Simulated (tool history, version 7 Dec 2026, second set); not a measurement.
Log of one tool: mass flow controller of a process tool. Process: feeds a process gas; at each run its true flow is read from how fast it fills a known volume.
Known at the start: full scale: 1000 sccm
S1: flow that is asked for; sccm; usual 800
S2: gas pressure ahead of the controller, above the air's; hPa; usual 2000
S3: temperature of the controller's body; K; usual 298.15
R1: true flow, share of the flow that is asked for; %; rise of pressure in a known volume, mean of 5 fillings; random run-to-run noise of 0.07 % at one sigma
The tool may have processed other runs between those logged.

| run | hour | S1 | S2 | S3 | R1 |
|---|---|---|---|---|---|
| 1 | 0.0 | 800 | 2000 | 298.15 | 99.57 |
| 2 | 68.6 | 800 | 2000 | 298.15 | 99.66 |
| 3 | 193.9 | 800 | 2000 | 298.15 | 99.70 |
| 4 | 340.1 | 800 | 2000 | 298.15 | 99.72 |
| 5 | 439.3 | 727 | 2000 | 298.15 | 99.53 |
| 6 | 537.6 | 727 | 2000 | 298.15 | 99.51 |
| 7 | 627.2 | 800 | 2150 | 298.15 | 99.60 |
| 8 | 754.6 | 779 | 2000 | 298.15 | 99.71 |
| 9 | 858.0 | 897 | 2000 | 298.15 | 100.07 |
| 10 | 932.4 | 232 | 2000 | 298.15 | 98.15 |
| 11 | 1070.4 | 232 | 2000 | 298.15 | 98.33 |
| 12 | 1215.4 | 232 | 2000 | 298.15 | 98.43 |
| 13 | 1293.7 | 232 | 2000 | 298.15 | 98.45 |
| 14 | 1371.5 | 232 | 2000 | 298.15 | 98.34 |
| 15 | 1454.5 | 232 | 2000 | 298.15 | 98.44 |
| 16 | 1599.0 | 174 | 2000 | 298.15 | 98.46 |
| 17 | 1727.9 | 800 | 1720 | 298.15 | 99.99 |
| 18 | 1826.3 | 800 | 2000 | 298.15 | 99.95 |
| 19 | 1934.7 | 800 | 2000 | 298.15 | 99.86 |
| 20 | 2049.3 | 800 | 2000 | 298.15 | 99.87 |
| 21 | 2119.5 | 800 | 2000 | 298.15 | 99.80 |
| 22 | 2219.6 | 800 | 2000 | 298.15 | 100.02 |
|  | 2233.4 | controller's zero set anew |
| 23 | 2281.4 | 800 | 2000 | 298.15 | 99.96 |
| 24 | 2379.8 | 800 | 2000 | 298.15 | 99.93 |
| 25 | 2442.9 | 800 | 2000 | 298.15 | 100.10 |
| 26 | 2563.9 | 345 | 2000 | 305.15 | 98.40 |
| 27 | 2682.7 | 305 | 2190 | 295.15 | 99.36 |
|  | 2724.4 | controller's zero set anew, once more |
| 28 | 2752.7 | 305 | 2190 | 295.15 | 98.45 |
| 29 | 2896.0 | 499 | 2330 | 295.15 | 99.04 |
| 30 | 2977.7 | 394 | 2240 | 295.15 | 98.64 |
| 31 | 3084.0 | 800 | 2570 | 305.15 | 99.24 |
| 32 | 3156.3 | 800 | 2570 | 305.15 | 99.30 |
| 33 | 3265.1 | 800 | 2570 | 305.15 | 99.21 |
| 34 | 3376.3 | 800 | 1900 | 299.15 | 99.77 |
| 35 | 3449.1 | 201 | 2520 | 311.15 | 97.14 |
| 36 | 3552.8 | 331 | 1860 | 294.15 | 98.96 |
| 37 | 3647.5 | 324 | 2000 | 303.15 | 98.00 |
| 38 | 3734.3 | 324 | 2000 | 303.15 | 98.12 |
| 39 | 3805.8 | 223 | 2000 | 303.15 | 97.97 |
| 40 | 3885.3 | 143 | 1670 | 300.15 | 98.25 |
| 41 | 3966.1 | 933 | 2000 | 298.15 | 100.43 |
| 42 | 4053.9 | 933 | 2000 | 298.15 | 100.24 |
| 43 | 4136.0 | 803 | 2280 | 310.15 | 99.04 |
| 44 | 4246.8 | 803 | 2280 | 310.15 | 98.91 |
| 45 | 4349.5 | 803 | 2280 | 310.15 | 98.94 |
| 46 | 4454.0 | 357 | 2000 | 296.15 | 98.98 |
| 47 | 4519.7 | 800 | 1780 | 313.15 | 98.73 |
| 48 | 4592.8 | 174 | 1920 | 302.15 | 98.05 |

For each run, the measured value with the value that run would have given without the tool's hidden condition subtracted. The run-to-run variation is shared by both, the gauge scatter possibly not:
Hidden conditions of the tool in this case: flow at rest that the sensor doesn't see, % of full scale; true flow over the shown one, %; drift of the gauge itself on true_pct, %.
| run | R1 |
|---|---|
| 1 | +0.24 |
| 2 | +0.24 |
| 3 | +0.26 |
| 4 | +0.28 |
| 5 | +0.30 |
| 6 | +0.32 |
| 7 | +0.32 |
| 8 | +0.34 |
| 9 | +0.34 |
| 10 | +0.65 |
| 11 | +0.69 |
| 12 | +0.74 |
| 13 | +0.75 |
| 14 | +0.78 |
| 15 | +0.80 |
| 16 | +1.03 |
| 17 | +0.47 |
| 18 | +0.48 |
| 19 | +0.49 |
| 20 | +0.51 |
| 21 | +0.52 |
| 22 | +0.53 |
| 23 | +0.64 |
| 24 | +0.66 |
| 25 | +0.66 |
| 26 | +1.11 |
| 27 | +1.25 |
| 28 | +0.37 |
| 29 | +0.39 |
| 30 | +0.41 |
| 31 | +0.41 |
| 32 | +0.41 |
| 33 | +0.43 |
| 34 | +0.44 |
| 35 | +0.60 |
| 36 | +0.55 |
| 37 | +0.58 |
| 38 | +0.59 |
| 39 | +0.69 |
| 40 | +0.88 |
| 41 | +0.51 |
| 42 | +0.52 |
| 43 | +0.54 |
| 44 | +0.55 |
| 45 | +0.57 |
| 46 | +0.72 |
| 47 | +0.58 |
| 48 | +1.04 |
